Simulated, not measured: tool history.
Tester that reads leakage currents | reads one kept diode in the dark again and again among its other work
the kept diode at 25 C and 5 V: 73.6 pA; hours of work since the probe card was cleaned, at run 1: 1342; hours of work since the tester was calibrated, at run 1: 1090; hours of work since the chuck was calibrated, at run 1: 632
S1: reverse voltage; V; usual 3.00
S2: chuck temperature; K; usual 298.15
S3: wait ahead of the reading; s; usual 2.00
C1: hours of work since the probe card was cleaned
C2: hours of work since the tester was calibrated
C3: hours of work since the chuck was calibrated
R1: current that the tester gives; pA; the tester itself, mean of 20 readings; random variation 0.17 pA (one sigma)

run	day	S1	S2	S3	C1	C2	C3	R1
1	0.000	3.00	298.15	2.00	1342	1090	632	65.18
2	2.425	3.00	298.15	0.66	1379	1126	669	66.25
# day 4.308: chuck's temperature calibrated
3	6.479	3.00	298.15	2.00	1439	1186	33	59.28
# day 7.654: probe card cleaned and baked
4	8.933	3.00	298.15	7.93	19	1222	68	54.97
5	10.996	2.59	298.15	2.00	51	1253	99	51.29
6	14.592	2.59	298.15	2.00	105	1307	154	52.05
7	17.025	3.00	298.15	2.00	142	1344	191	56.88
8	19.488	3.00	298.15	2.00	179	1382	228	57.28
9	21.442	3.00	298.15	2.00	209	1411	258	57.57
10	24.321	3.00	329.15	2.00	253	1455	301	639.26
11	26.446	3.00	329.15	2.00	285	1487	333	642.20
12	28.350	3.00	329.15	2.00	314	1516	362	644.51
13	31.317	3.00	329.15	4.83	358	1561	407	651.89
14	34.275	3.00	329.15	4.83	403	1606	452	650.75
15	38.025	3.00	329.15	0.95	460	1662	509	660.51
16	40.438	3.00	298.15	2.00	497	1699	545	61.11
17	43.996	3.00	298.15	2.00	551	1753	599	61.94
18	47.488	3.00	298.15	2.00	603	1806	652	62.72
# day 50.346: chuck's temperature calibrated
19	51.108	3.00	298.15	2.00	657	1859	12	56.16
20	54.358	3.00	298.15	2.00	706	1909	61	56.64
# day 54.788: tester calibrated
21	57.712	12.89	297.15	2.00	756	44	110	127.96
22	59.562	3.87	295.15	3.41	784	72	138	52.19
23	63.312	3.87	295.15	3.41	841	129	195	53.05
24	65.788	5.13	298.15	1.43	878	167	233	81.64
25	68.292	3.00	299.15	2.00	916	205	271	64.44
# day 70.850: tester calibrated, once more
26	70.850	3.00	298.15	0.95	954	0	308	61.11
27	72.658	2.29	311.15	3.24	981	27	335	145.80
28	75.658	7.37	323.15	1.71	1026	73	381	715.64
29	79.021	7.37	323.15	1.71	1077	124	432	724.29
30	80.754	2.75	314.15	1.08	1104	150	458	209.35
31	83.967	2.75	314.15	1.08	1152	199	507	211.53
32	85.612	2.39	321.15	2.42	1177	224	532	327.96
33	89.604	2.39	321.15	2.50	1238	284	592	332.39
34	92.325	2.39	321.15	0.87	1279	325	633	335.55
35	95.821	2.39	321.15	0.87	1332	378	686	338.18
# day 96.508: chuck's temperature calibrated
36	99.758	3.00	298.15	2.52	1390	437	49	59.33
37	101.750	3.00	297.15	0.33	1421	467	79	58.28
# day 104.150: probe card cleaned and baked
38	104.154	3.00	297.15	0.39	0	501	114	53.84
39	107.162	3.00	297.15	0.39	46	547	160	54.23

3 ways to go on from here, each from the tool as it stands after run 39. What would each give?
A	109.208	3.00	298.15	8.45	77	578	190	?
B	109.208	2.25	311.15	0.82	77	578	190	?
C	109.208	13.75	306.15	1.54	77	578	190	?

run	R1
A	56.48
B	139.77
C	268.61
Without the tool's hidden state the same runs would have given:
run	R1
A	55.03
B	136.87
C	262.16
